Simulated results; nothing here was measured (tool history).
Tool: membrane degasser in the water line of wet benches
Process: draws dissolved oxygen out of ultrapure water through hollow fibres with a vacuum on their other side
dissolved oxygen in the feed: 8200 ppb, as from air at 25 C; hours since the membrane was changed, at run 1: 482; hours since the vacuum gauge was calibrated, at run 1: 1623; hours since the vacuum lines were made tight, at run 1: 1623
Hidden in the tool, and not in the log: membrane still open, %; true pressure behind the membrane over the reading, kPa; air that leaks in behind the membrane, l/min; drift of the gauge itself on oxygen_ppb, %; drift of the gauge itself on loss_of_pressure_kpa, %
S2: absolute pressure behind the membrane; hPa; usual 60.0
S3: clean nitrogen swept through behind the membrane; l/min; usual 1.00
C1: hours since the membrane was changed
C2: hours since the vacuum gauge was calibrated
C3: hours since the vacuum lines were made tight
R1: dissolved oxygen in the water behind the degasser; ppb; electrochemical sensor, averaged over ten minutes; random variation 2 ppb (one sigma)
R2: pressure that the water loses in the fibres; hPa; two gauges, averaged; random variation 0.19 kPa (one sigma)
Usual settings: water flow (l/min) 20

run 1 day=0.000 | water_flow_(l/min)=20 S2=60.0 S3=1.00 | C1=482 C2=1623 C3=1623 | R1=193.6 R2=408.7
run 2 day=5.600 | water_flow_(l/min)=20 S2=39.3 S3=1.00 | C1=616 C2=1757 C3=1757 | R1=106.1 R2=408.6
run 3 day=10.746 | water_flow_(l/min)=20 S2=39.3 S3=1.00 | C1=740 C2=1881 C3=1881 | R1=105.1 R2=412.7
run 4 day=16.612 | water_flow_(l/min)=20 S2=39.3 S3=1.00 | C1=880 C2=2022 C3=2022 | R1=105.0 R2=411.1
run 5 day=21.242 | water_flow_(l/min)=20 S2=39.3 S3=1.00 | C1=991 C2=2133 C3=2133 | R1=105.9 R2=414.3
run 6 day=26.046 | water_flow_(l/min)=20 S2=60.0 S3=1.00 | C1=1107 C2=2248 C3=2248 | R1=196.3 R2=410.5
run 7 day=31.179 | water_flow_(l/min)=20 S2=60.0 S3=1.00 | C1=1230 C2=2371 C3=2371 | R1=194.4 R2=413.6
run 8 day=34.821 | water_flow_(l/min)=20 S2=60.0 S3=1.00 | C1=1317 C2=2459 C3=2459 | R1=192.2 R2=416.9
run 9 day=38.338 | water_flow_(l/min)=20 S2=60.0 S3=1.34 | C1=1402 C2=2543 C3=2543 | R1=168.8 R2=412.0
run 10 day=43.388 | water_flow_(l/min)=19 S2=60.0 S3=1.34 | C1=1523 C2=2664 C3=2664 | R1=149.8 R2=390.8
run 11 day=46.617 | water_flow_(l/min)=15 S2=60.0 S3=1.00 | C1=1600 C2=2742 C3=2742 | R1=120.9 R2=309.3
run 12 day=51.771 | water_flow_(l/min)=20 S2=60.0 S3=1.00 | C1=1724 C2=2865 C3=2865 | R1=193.2 R2=413.4
run 13 day=54.233 | water_flow_(l/min)=20 S2=60.0 S3=1.00 | C1=1783 C2=2925 C3=2925 | R1=195.6 R2=418.8
run 14 day=57.921 | water_flow_(l/min)=20 S2=60.0 S3=1.00 | C1=1872 C2=3013 C3=3013 | R1=191.3 R2=417.7
run 15 day=60.542 | water_flow_(l/min)=20 S2=90.9 S3=1.00 | C1=1935 C2=3076 C3=3076 | R1=328.4 R2=418.5
run 16 day=63.862 | water_flow_(l/min)=20 S2=90.9 S3=1.15 | C1=2014 C2=3156 C3=3156 | R1=293.6 R2=415.4
run 17 day=66.292 | water_flow_(l/min)=20 S2=99.6 S3=1.00 | C1=2073 C2=3214 C3=3214 | R1=357.6 R2=415.6
run 18 day=69.788 | water_flow_(l/min)=20 S2=99.6 S3=1.00 | C1=2156 C2=3298 C3=3298 | R1=366.9 R2=420.2
run 19 day=73.962 | water_flow_(l/min)=20 S2=48.0 S3=1.00 | C1=2257 C2=3398 C3=3398 | R1=144.2 R2=418.2
run 20 day=76.538 | water_flow_(l/min)=25 S2=117.3 S3=1.00 | C1=2319 C2=3460 C3=3460 | R1=568.5 R2=517.1
run 21 day=81.629 | water_flow_(l/min)=26 S2=97.2 S3=1.59 | C1=2441 C2=3582 C3=3582 | R1=386.7 R2=545.7
run 22 day=86.821 | water_flow_(l/min)=20 S2=50.9 S3=1.00 | C1=2565 C2=3707 C3=3707 | R1=155.7 R2=420.5
run 23 day=89.575 | water_flow_(l/min)=20 S2=52.7 S3=1.00 | C1=2631 C2=3773 C3=3773 | R1=163.8 R2=420.7
-- day=94.804 gauge calibrated
run 24 day=95.246 | water_flow_(l/min)=20 S2=49.1 S3=0.49 | C1=2768 C2=3909 C3=3909 | R1=210.4 R2=411.2
run 25 day=98.108 | water_flow_(l/min)=20 S2=85.6 S3=2.32 | C1=2836 C2=3978 C3=3978 | R1=183.0 R2=410.9
run 26 day=102.946 | water_flow_(l/min)=20 S2=85.6 S3=2.32 | C1=2952 C2=4094 C3=4094 | R1=181.1 R2=413.3
run 27 day=108.675 | water_flow_(l/min)=16 S2=60.0 S3=1.24 | C1=3090 C2=4231 C3=4231 | R1=119.0 R2=329.4
run 28 day=113.892 | water_flow_(l/min)=16 S2=60.0 S3=1.24 | C1=3215 C2=4356 C3=4356 | R1=117.6 R2=327.9
run 29 day=119.754 | water_flow_(l/min)=19 S2=53.9 S3=0.69 | C1=3356 C2=4497 C3=4497 | R1=185.6 R2=389.8
run 30 day=125.467 | water_flow_(l/min)=28 S2=149.6 S3=1.89 | C1=3493 C2=4634 C3=4634 | R1=557.2 R2=580.9
run 31 day=130.421 | water_flow_(l/min)=28 S2=149.6 S3=1.89 | C1=3612 C2=4753 C3=4753 | R1=561.0 R2=576.0

The next listed run, before its measurement:
run 32 day=133.992 | water_flow_(l/min)=20 S2=60.0 S3=0.63 | C1=3697 C2=4839 C3=4839 | R1=? R2=?

R1: 250.9 ppb
R2: 410.7 hPa
Without the tool's hidden state the same run would have given R1 250.7 ppb, R2 405.7 hPa.
